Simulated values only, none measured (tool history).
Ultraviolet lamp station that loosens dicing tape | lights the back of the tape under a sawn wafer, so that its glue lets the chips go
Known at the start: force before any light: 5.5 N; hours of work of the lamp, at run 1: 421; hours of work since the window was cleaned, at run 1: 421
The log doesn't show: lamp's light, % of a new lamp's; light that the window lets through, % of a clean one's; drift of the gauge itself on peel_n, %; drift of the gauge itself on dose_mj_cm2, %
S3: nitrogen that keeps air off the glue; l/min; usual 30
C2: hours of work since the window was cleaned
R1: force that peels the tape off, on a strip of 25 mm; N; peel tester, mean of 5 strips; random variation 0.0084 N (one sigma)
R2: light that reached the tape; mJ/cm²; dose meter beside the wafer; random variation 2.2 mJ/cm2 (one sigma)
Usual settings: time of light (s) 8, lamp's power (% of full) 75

{"run": 1, "hour": 0.0, "time of light (s)": 8, "lamp's power (% of full)": 75, "S3": 30, "hours of work of the lamp": 421, "C2": 421, "R1": 0.644, "R2": 134}
{"run": 2, "hour": 55.8, "time of light (s)": 8, "lamp's power (% of full)": 75, "S3": 16, "hours of work of the lamp": 456, "C2": 456, "R1": 1.014, "R2": 131}
{"run": 3, "hour": 110.4, "time of light (s)": 8, "lamp's power (% of full)": 92, "S3": 16, "hours of work of the lamp": 491, "C2": 491, "R1": 0.74, "R2": 152}
{"run": 4, "hour": 164.9, "time of light (s)": 8, "lamp's power (% of full)": 75, "S3": 30, "hours of work of the lamp": 525, "C2": 525, "R1": 0.737, "R2": 121}
{"run": 5, "hour": 217.2, "time of light (s)": 11, "lamp's power (% of full)": 75, "S3": 30, "hours of work of the lamp": 558, "C2": 558, "R1": 0.469, "R2": 159}
{"run": 6, "hour": 281.2, "time of light (s)": 8, "lamp's power (% of full)": 84, "S3": 30, "hours of work of the lamp": 599, "C2": 599, "R1": 0.723, "R2": 123}
{"hour": 320.3, "done": "window cleaned of glue's vapour"}
{"hour": 343.9, "done": "lamp changed"}
{"run": 7, "hour": 347.2, "time of light (s)": 8, "lamp's power (% of full)": 84, "S3": 30, "hours of work of the lamp": 2, "C2": 16, "R1": 0.579, "R2": 145}
{"run": 8, "hour": 417.7, "time of light (s)": 8, "lamp's power (% of full)": 84, "S3": 30, "hours of work of the lamp": 47, "C2": 61, "R1": 0.634, "R2": 135}
{"run": 9, "hour": 484.9, "time of light (s)": 8, "lamp's power (% of full)": 84, "S3": 30, "hours of work of the lamp": 89, "C2": 103, "R1": 0.65, "R2": 137}
{"run": 10, "hour": 557.1, "time of light (s)": 8, "lamp's power (% of full)": 84, "S3": 30, "hours of work of the lamp": 135, "C2": 149, "R1": 0.694, "R2": 128}
{"run": 11, "hour": 589.1, "time of light (s)": 8, "lamp's power (% of full)": 84, "S3": 30, "hours of work of the lamp": 155, "C2": 169, "R1": 0.75, "R2": 123}
{"hour": 627.5, "done": "window cleaned of glue's vapour, once more"}
{"run": 12, "hour": 655.4, "time of light (s)": 8, "lamp's power (% of full)": 84, "S3": 30, "hours of work of the lamp": 196, "C2": 18, "R1": 0.355, "R2": 192}
{"run": 13, "hour": 695.3, "time of light (s)": 8, "lamp's power (% of full)": 75, "S3": 44, "hours of work of the lamp": 221, "C2": 43, "R1": 0.377, "R2": 169}
{"run": 14, "hour": 734.3, "time of light (s)": 8, "lamp's power (% of full)": 75, "S3": 44, "hours of work of the lamp": 246, "C2": 67, "R1": 0.356, "R2": 165}
{"run": 15, "hour": 791.8, "time of light (s)": 7, "lamp's power (% of full)": 75, "S3": 30, "hours of work of the lamp": 282, "C2": 104, "R1": 0.615, "R2": 140}
{"run": 16, "hour": 824.5, "time of light (s)": 7, "lamp's power (% of full)": 75, "S3": 30, "hours of work of the lamp": 303, "C2": 124, "R1": 0.619, "R2": 140}
{"run": 17, "hour": 892.2, "time of light (s)": 7, "lamp's power (% of full)": 75, "S3": 30, "hours of work of the lamp": 346, "C2": 167, "R1": 0.68, "R2": 134}
{"run": 18, "hour": 940.3, "time of light (s)": 7, "lamp's power (% of full)": 75, "S3": 30, "hours of work of the lamp": 376, "C2": 197, "R1": 0.724, "R2": 130}
{"run": 19, "hour": 984.4, "time of light (s)": 8, "lamp's power (% of full)": 75, "S3": 30, "hours of work of the lamp": 404, "C2": 225, "R1": 0.581, "R2": 147}
{"run": 20, "hour": 1020.1, "time of light (s)": 8, "lamp's power (% of full)": 75, "S3": 30, "hours of work of the lamp": 426, "C2": 248, "R1": 0.602, "R2": 140}
{"run": 21, "hour": 1056.6, "time of light (s)": 8, "lamp's power (% of full)": 75, "S3": 30, "hours of work of the lamp": 450, "C2": 271, "R1": 0.667, "R2": 137}
{"run": 22, "hour": 1099.3, "time of light (s)": 8, "lamp's power (% of full)": 75, "S3": 30, "hours of work of the lamp": 476, "C2": 298, "R1": 0.645, "R2": 136}
{"run": 23, "hour": 1161.0, "time of light (s)": 8, "lamp's power (% of full)": 90, "S3": 12, "hours of work of the lamp": 515, "C2": 337, "R1": 0.899, "R2": 155}
{"run": 24, "hour": 1191.6, "time of light (s)": 8, "lamp's power (% of full)": 70, "S3": 30, "hours of work of the lamp": 535, "C2": 356, "R1": 0.808, "R2": 120}
{"run": 25, "hour": 1253.2, "time of light (s)": 13, "lamp's power (% of full)": 91, "S3": 23, "hours of work of the lamp": 574, "C2": 395, "R1": 0.285, "R2": 239}
{"run": 26, "hour": 1309.3, "time of light (s)": 6, "lamp's power (% of full)": 87, "S3": 30, "hours of work of the lamp": 609, "C2": 430, "R1": 1.004, "R2": 106}
{"hour": 1356.8, "done": "lamp changed"}
{"run": 27, "hour": 1368.3, "time of light (s)": 5, "lamp's power (% of full)": 75, "S3": 30, "hours of work of the lamp": 7, "C2": 467, "R1": 1.006, "R2": 103}
{"run": 28, "hour": 1402.8, "time of light (s)": 5, "lamp's power (% of full)": 75, "S3": 15, "hours of work of the lamp": 29, "C2": 489, "R1": 1.477, "R2": 100}
{"run": 29, "hour": 1432.7, "time of light (s)": 9, "lamp's power (% of full)": 93, "S3": 17, "hours of work of the lamp": 48, "C2": 508, "R1": 0.38, "R2": 225}
{"run": 30, "hour": 1476.0, "time of light (s)": 9, "lamp's power (% of full)": 93, "S3": 17, "hours of work of the lamp": 75, "C2": 535, "R1": 0.391, "R2": 216}
{"run": 31, "hour": 1538.6, "time of light (s)": 8, "lamp's power (% of full)": 71, "S3": 13, "hours of work of the lamp": 115, "C2": 574, "R1": 0.981, "R2": 144}
{"run": 32, "hour": 1605.6, "time of light (s)": 8, "lamp's power (% of full)": 71, "S3": 13, "hours of work of the lamp": 157, "C2": 617, "R1": 0.982, "R2": 136}
{"hour": 1617.8, "done": "window cleaned of glue's vapour"}
{"run": 33, "hour": 1657.2, "time of light (s)": 8, "lamp's power (% of full)": 71, "S3": 13, "hours of work of the lamp": 189, "C2": 25, "R1": 0.756, "R2": 164}
{"run": 34, "hour": 1710.9, "time of light (s)": 7, "lamp's power (% of full)": 95, "S3": 30, "hours of work of the lamp": 223, "C2": 59, "R1": 0.367, "R2": 185}
{"run": 35, "hour": 1778.9, "time of light (s)": 7, "lamp's power (% of full)": 95, "S3": 30, "hours of work of the lamp": 266, "C2": 102, "R1": 0.394, "R2": 181}
{"run": 36, "hour": 1827.9, "time of light (s)": 5, "lamp's power (% of full)": 75, "S3": 21, "hours of work of the lamp": 297, "C2": 133, "R1": 1.315, "R2": 103}
{"run": 37, "hour": 1896.5, "time of light (s)": 5, "lamp's power (% of full)": 75, "S3": 21, "hours of work of the lamp": 340, "C2": 176, "R1": 1.305, "R2": 97}
{"run": 38, "hour": 1930.8, "time of light (s)": 5, "lamp's power (% of full)": 75, "S3": 21, "hours of work of the lamp": 362, "C2": 198, "R1": 1.415, "R2": 93}
{"run": 39, "hour": 1995.2, "time of light (s)": 5, "lamp's power (% of full)": 75, "S3": 21, "hours of work of the lamp": 403, "C2": 238, "R1": 1.425, "R2": 91}
{"run": 40, "hour": 2056.2, "time of light (s)": 5, "lamp's power (% of full)": 75, "S3": 21, "hours of work of the lamp": 441, "C2": 277, "R1": 1.521, "R2": 86}
{"run": 41, "hour": 2090.0, "time of light (s)": 5, "lamp's power (% of full)": 66, "S3": 40, "hours of work of the lamp": 462, "C2": 298, "R1": 1.431, "R2": 75}
{"run": 42, "hour": 2159.5, "time of light (s)": 4, "lamp's power (% of full)": 75, "S3": 21, "hours of work of the lamp": 506, "C2": 342, "R1": 2.045, "R2": 65}
{"run": 43, "hour": 2197.1, "time of light (s)": 8, "lamp's power (% of full)": 68, "S3": 14, "hours of work of the lamp": 530, "C2": 366, "R1": 1.27, "R2": 116}
{"run": 44, "hour": 2266.5, "time of light (s)": 8, "lamp's power (% of full)": 68, "S3": 14, "hours of work of the lamp": 574, "C2": 409, "R1": 1.366, "R2": 109}

Forecast each of these 3 alternatives for the next run:
{"run": "A", "hour": 2297.7, "time of light (s)": 7, "lamp's power (% of full)": 75, "S3": 30, "hours of work of the lamp": 594, "C2": 429, "R1": "?", "R2": "?"}
{"run": "B", "hour": 2297.7, "time of light (s)": 8, "lamp's power (% of full)": 75, "S3": 15, "hours of work of the lamp": 594, "C2": 429, "R1": "?", "R2": "?"}
{"run": "C", "hour": 2297.7, "time of light (s)": 8, "lamp's power (% of full)": 95, "S3": 51, "hours of work of the lamp": 594, "C2": 429, "R1": "?", "R2": "?"}

run=A R1=0.999 R2=106
run=B R1=1.143 R2=123
run=C R1=0.42 R2=153
Without the tool's hidden state the same runs would have given:
run=A R1=0.428 R2=173
run=B R1=0.506 R2=201
run=C R1=0.224 R2=251

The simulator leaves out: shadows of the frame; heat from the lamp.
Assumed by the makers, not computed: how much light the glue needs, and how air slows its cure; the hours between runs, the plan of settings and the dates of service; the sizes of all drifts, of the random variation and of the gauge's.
